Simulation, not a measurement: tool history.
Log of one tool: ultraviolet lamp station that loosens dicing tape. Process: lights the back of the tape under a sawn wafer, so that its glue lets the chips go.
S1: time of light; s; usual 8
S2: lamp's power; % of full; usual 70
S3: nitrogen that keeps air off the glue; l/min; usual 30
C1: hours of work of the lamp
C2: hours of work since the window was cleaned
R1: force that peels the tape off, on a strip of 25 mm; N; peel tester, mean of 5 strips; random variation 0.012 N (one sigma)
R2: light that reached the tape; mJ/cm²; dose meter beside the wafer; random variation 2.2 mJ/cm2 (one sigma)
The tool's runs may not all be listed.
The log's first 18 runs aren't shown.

run 19 hour=1085 | S1=8 S2=70 S3=30 | C1=505 C2=188 | R1=1.429 R2=106
-- hour=1125.6 window cleaned of glue's vapour, once more
run 20 hour=1158.6 | S1=8 S2=70 S3=30 | C1=542 C2=17 | R1=1.062 R2=135
run 21 hour=1219.9 | S1=8 S2=70 S3=30 | C1=573 C2=48 | R1=1.104 R2=135
run 22 hour=1279.7 | S1=13 S2=76 S3=39 | C1=603 C2=78 | R1=0.422 R2=227
run 23 hour=1312.8 | S1=13 S2=99 S3=42 | C1=620 C2=95 | R1=0.314 R2=294
-- hour=1321.9 lamp changed
run 24 hour=1354.1 | S1=5 S2=90 S3=30 | C1=16 C2=115 | R1=0.877 R2=156
run 25 hour=1436.2 | S1=5 S2=90 S3=30 | C1=58 C2=157 | R1=0.909 R2=154
run 26 hour=1518.4 | S1=5 S2=90 S3=30 | C1=100 C2=199 | R1=0.954 R2=147
run 27 hour=1582.7 | S1=8 S2=64 S3=49 | C1=132 C2=232 | R1=0.631 R2=162
run 28 hour=1657.2 | S1=5 S2=88 S3=30 | C1=170 C2=269 | R1=1.115 R2=135
run 29 hour=1718.3 | S1=10 S2=70 S3=9 | C1=201 C2=300 | R1=1.082 R2=214
run 30 hour=1790.3 | S1=10 S2=70 S3=9 | C1=238 C2=337 | R1=1.11 R2=197
run 31 hour=1863.9 | S1=7 S2=95 S3=15 | C1=275 C2=374 | R1=0.92 R2=187
run 32 hour=1940.9 | S1=5 S2=82 S3=10 | C1=314 C2=413 | R1=2.195 R2=109
run 33 hour=2001 | S1=5 S2=82 S3=10 | C1=345 C2=444 | R1=2.31 R2=110
run 34 hour=2076.2 | S1=5 S2=82 S3=10 | C1=383 C2=482 | R1=2.41 R2=102
run 35 hour=2129.2 | S1=8 S2=78 S3=28 | C1=410 C2=509 | R1=0.909 R2=154
-- hour=2197.4 window cleaned of glue's vapour
run 36 hour=2198.4 | S1=8 S2=89 S3=20 | C1=445 C2=0 | R1=0.759 R2=193
run 37 hour=2236.9 | S1=12 S2=70 S3=9 | C1=464 C2=20 | R1=0.927 R2=225
run 38 hour=2301.4 | S1=8 S2=85 S3=26 | C1=497 C2=53 | R1=0.76 R2=171
run 39 hour=2361.9 | S1=11 S2=70 S3=30 | C1=528 C2=83 | R1=0.612 R2=193
run 40 hour=2432.3 | S1=10 S2=65 S3=14 | C1=563 C2=119 | R1=1.309 R2=154
run 41 hour=2494.7 | S1=10 S2=65 S3=14 | C1=595 C2=151 | R1=1.359 R2=152
run 42 hour=2536.1 | S1=10 S2=65 S3=14 | C1=616 C2=172 | R1=1.378 R2=148

3 ways to go on from here, each from the tool as it stands after run 42. What would each give?
-- hour=2556 lamp changed
run A hour=2605.9 | S1=13 S2=100 S3=26 | C1=25 C2=207 | R1=? R2=?
-- hour=2556 lamp changed
run B hour=2605.9 | S1=10 S2=91 S3=14 | C1=25 C2=207 | R1=? R2=?
-- hour=2556 lamp changed
run C hour=2605.9 | S1=7 S2=70 S3=14 | C1=25 C2=207 | R1=? R2=?

run=A R1=0.272 R2=442
run=B R1=0.434 R2=308
run=C R1=1.162 R2=167
Without the tool's hidden state the same runs would have given:
run=A R1=0.267 R2=473
run=B R1=0.394 R2=330
run=C R1=1.049 R2=179
